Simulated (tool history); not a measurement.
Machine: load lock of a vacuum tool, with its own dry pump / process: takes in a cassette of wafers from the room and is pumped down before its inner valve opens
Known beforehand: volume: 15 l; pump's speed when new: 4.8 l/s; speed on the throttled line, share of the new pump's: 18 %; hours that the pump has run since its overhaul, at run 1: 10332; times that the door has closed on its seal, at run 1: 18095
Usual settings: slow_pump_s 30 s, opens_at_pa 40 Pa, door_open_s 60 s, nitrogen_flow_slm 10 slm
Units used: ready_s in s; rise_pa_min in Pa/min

run	day	slow_pump_s	opens_at_pa	door_open_s	nitrogen_flow_slm	hours that the pump has run since its overhaul	times that the door has closed on its seal	incoming humidity of the room's air, %	ready_s	rise_pa_min
1	0	30	40	60	10	10332	18095	45.3	52.2	0.139
2	10.062	30	33	60	10	10573	19228	40.7	52.6	0.133
3	29.679	30	33	60	10	11044	21437	46.8	52.3	0.153
4	48.358	30	33	60	10	11492	23540	43.3	53	0.159
5	58.629	30	40	25	10	11739	24697	47.4	53	0.126
6	75.579	30	40	25	10	12145	26605	44.5	52.4	0.129
7	92.308	30	40	25	10	12547	28489	46.4	52.3	0.147
8	107.596	30	40	60	5	12914	30210	43.1	53	0.203
9	128.421	30	79	60	10	13414	32555	42.4	50.5	0.21
10	143.883	24	70	94	12	13785	34296	47.1	46.5	0.238
11	154.388	30	33	60	10	14037	35478	44.5	54.2	0.221
12	171.192	22	40	34	28	14440	37371	47.7	47	0.193

Run 13 has not been measured yet. What should we expect?
13	188.775	30	32	155	10	14862	39351	45.9	?	?

ready_s: 54.3 s
rise_pa_min: 0.336 Pa/min
On a tool with no hidden condition, and with the same random variation, this run would have come out at ready_s 49.6 s, rise_pa_min 0.173 Pa/min.
